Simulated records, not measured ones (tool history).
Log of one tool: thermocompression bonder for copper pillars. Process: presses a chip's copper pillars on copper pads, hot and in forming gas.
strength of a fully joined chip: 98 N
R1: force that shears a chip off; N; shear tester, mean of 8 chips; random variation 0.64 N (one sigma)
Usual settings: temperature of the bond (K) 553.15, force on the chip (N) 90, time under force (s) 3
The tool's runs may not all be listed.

{"run": 1, "day": 0.0, "temperature of the bond (K)": 553.15, "force on the chip (N)": 90, "time under force (s)": 3, "R1": 31.8}
{"day": 3.279, "done": "forming gas filter changed"}
{"run": 2, "day": 3.279, "temperature of the bond (K)": 525.15, "force on the chip (N)": 90, "time under force (s)": 3, "R1": 24.9}
{"day": 3.508, "done": "force cell calibrated"}
{"run": 3, "day": 6.3, "temperature of the bond (K)": 553.15, "force on the chip (N)": 96, "time under force (s)": 3, "R1": 37}
{"run": 4, "day": 9.433, "temperature of the bond (K)": 553.15, "force on the chip (N)": 96, "time under force (s)": 3, "R1": 36}
{"run": 5, "day": 12.279, "temperature of the bond (K)": 553.15, "force on the chip (N)": 90, "time under force (s)": 7, "R1": 45.6}
{"run": 6, "day": 15.325, "temperature of the bond (K)": 553.15, "force on the chip (N)": 90, "time under force (s)": 7, "R1": 45.2}
{"day": 15.925, "done": "forming gas filter changed"}
{"run": 7, "day": 18.733, "temperature of the bond (K)": 553.15, "force on the chip (N)": 90, "time under force (s)": 7, "R1": 48.9}
{"run": 8, "day": 21.958, "temperature of the bond (K)": 534.15, "force on the chip (N)": 110, "time under force (s)": 3, "R1": 31}
{"run": 9, "day": 24.788, "temperature of the bond (K)": 553.15, "force on the chip (N)": 81, "time under force (s)": 3, "R1": 30.7}
{"run": 10, "day": 28.146, "temperature of the bond (K)": 530.15, "force on the chip (N)": 76, "time under force (s)": 5, "R1": 26.4}
{"day": 28.5, "done": "forming gas filter changed"}
{"run": 11, "day": 31.154, "temperature of the bond (K)": 530.15, "force on the chip (N)": 76, "time under force (s)": 5, "R1": 29.1}

Hidden state or all else? Some run-to-run changes of R1, split into what the settings, what came in and random variation would give without the hidden state, and what is left for the hidden state (with any gauge scatter that isn't in both results):
The hidden state here: true temperature of the bond over the reading, C; force that reaches the chip, % of what is set; oxide that the forming gas leaves, % of the face; drift of the gauge itself on shear_n, %.
Run 6 -> 7: forming gas filter changed. R1 +3.7 N: hidden state +3.1, all else +0.6.
Run 7 -> 8: temperature of the bond (K) 553.15 -> 534.15, force on the chip (N) 90 -> 110, time under force (s) 7 -> 3. R1 -17.9 N: hidden state +0.3, all else -18.2.
